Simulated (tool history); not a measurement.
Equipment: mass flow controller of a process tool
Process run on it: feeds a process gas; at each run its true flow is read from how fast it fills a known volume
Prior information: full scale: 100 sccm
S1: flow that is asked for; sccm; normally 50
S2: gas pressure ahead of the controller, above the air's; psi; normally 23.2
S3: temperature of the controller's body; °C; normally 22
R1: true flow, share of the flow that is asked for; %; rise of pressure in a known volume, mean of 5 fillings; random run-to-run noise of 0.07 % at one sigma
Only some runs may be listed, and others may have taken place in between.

{"run": 1, "hour": 0.0, "S1": 50, "S2": 23.2, "S3": 22, "R1": 98.17}
{"run": 2, "hour": 46.0, "S1": 50, "S2": 23.2, "S3": 22, "R1": 98.1}
{"run": 3, "hour": 116.0, "S1": 50, "S2": 23.2, "S3": 22, "R1": 98.19}
{"run": 4, "hour": 174.2, "S1": 50, "S2": 23.2, "S3": 22, "R1": 98.25}
{"run": 5, "hour": 228.1, "S1": 50, "S2": 23.2, "S3": 22, "R1": 98.09}
{"run": 6, "hour": 278.0, "S1": 50, "S2": 23.2, "S3": 22, "R1": 98.26}
{"run": 7, "hour": 362.3, "S1": 60, "S2": 31.9, "S3": 21, "R1": 98.21}
{"hour": 368.9, "done": "controller's zero set anew"}
{"run": 8, "hour": 463.9, "S1": 60, "S2": 31.9, "S3": 21, "R1": 98.19}

Predict the results of run 9:
{"run": 9, "hour": 549.4, "S1": 60, "S2": 31.9, "S3": 21, "R1": "?"}

{"run 9": {"R1": 98.09}}
Take away the tool's hidden state, keep the run-to-run variation as it was, and the same run would have given R1 98.89 %.

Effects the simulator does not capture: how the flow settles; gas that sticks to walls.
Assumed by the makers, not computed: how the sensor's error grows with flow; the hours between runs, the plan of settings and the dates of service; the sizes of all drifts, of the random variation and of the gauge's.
